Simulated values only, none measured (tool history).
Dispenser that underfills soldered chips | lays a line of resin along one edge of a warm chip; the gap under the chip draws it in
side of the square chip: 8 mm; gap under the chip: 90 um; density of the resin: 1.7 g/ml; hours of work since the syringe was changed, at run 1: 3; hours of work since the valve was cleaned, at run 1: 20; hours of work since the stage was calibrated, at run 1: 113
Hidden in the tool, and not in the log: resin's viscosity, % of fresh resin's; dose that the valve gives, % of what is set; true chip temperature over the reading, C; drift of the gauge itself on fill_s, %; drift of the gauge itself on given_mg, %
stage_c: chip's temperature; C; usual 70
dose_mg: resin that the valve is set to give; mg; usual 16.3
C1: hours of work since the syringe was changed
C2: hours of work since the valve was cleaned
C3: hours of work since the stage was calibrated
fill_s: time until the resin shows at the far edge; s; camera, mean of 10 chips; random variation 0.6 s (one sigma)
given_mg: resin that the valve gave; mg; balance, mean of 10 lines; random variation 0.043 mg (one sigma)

{"run": 1, "hour": 0.0, "stage_c": 70, "dose_mg": 16.3, "C1": 3, "C2": 20, "C3": 113, "fill_s": 55.1, "given_mg": 16.12}
{"run": 2, "hour": 3.9, "stage_c": 70, "dose_mg": 16.3, "C1": 6, "C2": 23, "C3": 116, "fill_s": 62.1, "given_mg": 16.08}
{"run": 3, "hour": 8.7, "stage_c": 70, "dose_mg": 16.3, "C1": 9, "C2": 26, "C3": 120, "fill_s": 70, "given_mg": 16.03}
{"hour": 11.6, "done": "new syringe of resin"}
{"run": 4, "hour": 12.3, "stage_c": 70, "dose_mg": 16.3, "C1": 0, "C2": 29, "C3": 122, "fill_s": 51.4, "given_mg": 15.92}
{"run": 5, "hour": 14.8, "stage_c": 70, "dose_mg": 16.3, "C1": 2, "C2": 31, "C3": 124, "fill_s": 54.3, "given_mg": 16.01}
{"run": 6, "hour": 18.4, "stage_c": 70, "dose_mg": 16.3, "C1": 5, "C2": 33, "C3": 126, "fill_s": 59.6, "given_mg": 15.95}
{"run": 7, "hour": 23.3, "stage_c": 70, "dose_mg": 18.2, "C1": 8, "C2": 37, "C3": 130, "fill_s": 66.4, "given_mg": 17.72}
{"hour": 27.9, "done": "new syringe of resin"}
{"run": 8, "hour": 28.3, "stage_c": 70, "dose_mg": 18.2, "C1": 0, "C2": 40, "C3": 133, "fill_s": 50.3, "given_mg": 17.65}
{"run": 9, "hour": 32.7, "stage_c": 70, "dose_mg": 18.2, "C1": 3, "C2": 43, "C3": 136, "fill_s": 57, "given_mg": 17.7}
{"hour": 35.9, "done": "dispensing valve cleaned and set on the balance"}
{"run": 10, "hour": 36.5, "stage_c": 70, "dose_mg": 15, "C1": 5, "C2": 0, "C3": 138, "fill_s": 62.6, "given_mg": 15.05}
{"run": 11, "hour": 40.7, "stage_c": 70, "dose_mg": 14.6, "C1": 9, "C2": 3, "C3": 141, "fill_s": 67.4, "given_mg": 14.56}
{"run": 12, "hour": 43.5, "stage_c": 65, "dose_mg": 16.3, "C1": 11, "C2": 6, "C3": 144, "fill_s": 89.3, "given_mg": 16.19}
{"hour": 45.1, "done": "new syringe of resin"}
{"run": 13, "hour": 47.9, "stage_c": 70, "dose_mg": 16.3, "C1": 2, "C2": 8, "C3": 147, "fill_s": 56.2, "given_mg": 16.23}
{"run": 14, "hour": 51.0, "stage_c": 70, "dose_mg": 16.3, "C1": 4, "C2": 11, "C3": 149, "fill_s": 59.7, "given_mg": 16.27}
{"run": 15, "hour": 53.0, "stage_c": 70, "dose_mg": 15.2, "C1": 6, "C2": 12, "C3": 150, "fill_s": 62.3, "given_mg": 15.13}
{"run": 16, "hour": 57.0, "stage_c": 70, "dose_mg": 15, "C1": 9, "C2": 15, "C3": 153, "fill_s": 70.8, "given_mg": 14.83}
{"run": 17, "hour": 60.2, "stage_c": 70, "dose_mg": 17, "C1": 11, "C2": 17, "C3": 155, "fill_s": 74.6, "given_mg": 16.76}
{"hour": 61.3, "done": "new syringe of resin"}
{"run": 18, "hour": 63.6, "stage_c": 79, "dose_mg": 14, "C1": 2, "C2": 20, "C3": 158, "fill_s": 37.9, "given_mg": 13.83}
{"run": 19, "hour": 66.4, "stage_c": 79, "dose_mg": 14, "C1": 4, "C2": 22, "C3": 160, "fill_s": 41.6, "given_mg": 13.79}
{"run": 20, "hour": 68.7, "stage_c": 67, "dose_mg": 18, "C1": 5, "C2": 23, "C3": 161, "fill_s": 68.7, "given_mg": 17.65}
{"run": 21, "hour": 73.5, "stage_c": 67, "dose_mg": 20, "C1": 9, "C2": 27, "C3": 165, "fill_s": 76.8, "given_mg": 19.66}
{"hour": 77.4, "done": "new syringe of resin"}
{"run": 22, "hour": 78.1, "stage_c": 55, "dose_mg": 15.4, "C1": 1, "C2": 30, "C3": 168, "fill_s": 101.1, "given_mg": 15.06}
{"run": 23, "hour": 82.0, "stage_c": 61, "dose_mg": 20.4, "C1": 3, "C2": 33, "C3": 171, "fill_s": 84.6, "given_mg": 19.92}
{"run": 24, "hour": 84.4, "stage_c": 71, "dose_mg": 18.2, "C1": 5, "C2": 34, "C3": 172, "fill_s": 56.7, "given_mg": 17.76}
{"run": 25, "hour": 88.3, "stage_c": 59, "dose_mg": 14.4, "C1": 8, "C2": 37, "C3": 175, "fill_s": 107.6, "given_mg": 14.03}
{"run": 26, "hour": 92.5, "stage_c": 65, "dose_mg": 18.6, "C1": 11, "C2": 40, "C3": 178, "fill_s": 93.5, "given_mg": 18.13}
{"hour": 93.8, "done": "new syringe of resin"}
{"run": 27, "hour": 95.9, "stage_c": 65, "dose_mg": 15, "C1": 2, "C2": 42, "C3": 180, "fill_s": 68.1, "given_mg": 14.61}
{"hour": 100.2, "done": "dispensing valve cleaned and set on the balance"}
{"run": 28, "hour": 101.2, "stage_c": 65, "dose_mg": 15, "C1": 5, "C2": 1, "C3": 184, "fill_s": 74.4, "given_mg": 14.97}
{"run": 29, "hour": 105.7, "stage_c": 56, "dose_mg": 19.4, "C1": 8, "C2": 4, "C3": 187, "fill_s": 124.1, "given_mg": 19.33}
{"run": 30, "hour": 109.9, "stage_c": 62, "dose_mg": 15.7, "C1": 11, "C2": 7, "C3": 190, "fill_s": 105.1, "given_mg": 15.61}
{"hour": 110.9, "done": "new syringe of resin"}
{"run": 31, "hour": 114.6, "stage_c": 63, "dose_mg": 18.7, "C1": 3, "C2": 10, "C3": 193, "fill_s": 75.7, "given_mg": 18.55}
{"run": 32, "hour": 118.4, "stage_c": 71, "dose_mg": 15.9, "C1": 5, "C2": 13, "C3": 196, "fill_s": 59.1, "given_mg": 15.7}
{"run": 33, "hour": 120.7, "stage_c": 69, "dose_mg": 15.7, "C1": 7, "C2": 15, "C3": 197, "fill_s": 67.8, "given_mg": 15.54}

5 ways to go on from here, each from the tool as it stands after run 33. What would each give?
{"run": "A", "hour": 125.2, "stage_c": 55, "dose_mg": 18.8, "C1": 10, "C2": 18, "C3": 201, "fill_s": "?", "given_mg": "?"}
{"run": "B", "hour": 125.2, "stage_c": 73, "dose_mg": 15.2, "C1": 10, "C2": 18, "C3": 201, "fill_s": "?", "given_mg": "?"}
{"run": "C", "hour": 125.2, "stage_c": 68, "dose_mg": 15.7, "C1": 10, "C2": 18, "C3": 201, "fill_s": "?", "given_mg": "?"}
{"run": "D", "hour": 125.2, "stage_c": 70, "dose_mg": 18.2, "C1": 10, "C2": 18, "C3": 201, "fill_s": "?", "given_mg": "?"}
{"run": "E", "hour": 125.2, "stage_c": 67, "dose_mg": 19.6, "C1": 10, "C2": 18, "C3": 201, "fill_s": "?", "given_mg": "?"}

run=A fill_s=140.5 given_mg=18.55
run=B fill_s=64.6 given_mg=14.9
run=C fill_s=78.2 given_mg=15.47
run=D fill_s=72.7 given_mg=17.92
run=E fill_s=82.7 given_mg=19.34
Without the tool's hidden state the same runs would have given:
run=A fill_s=101.2 given_mg=18.82
run=B fill_s=46.2 given_mg=15.12
run=C fill_s=55.8 given_mg=15.69
run=D fill_s=52.1 given_mg=18.18
run=E fill_s=59.2 given_mg=19.62
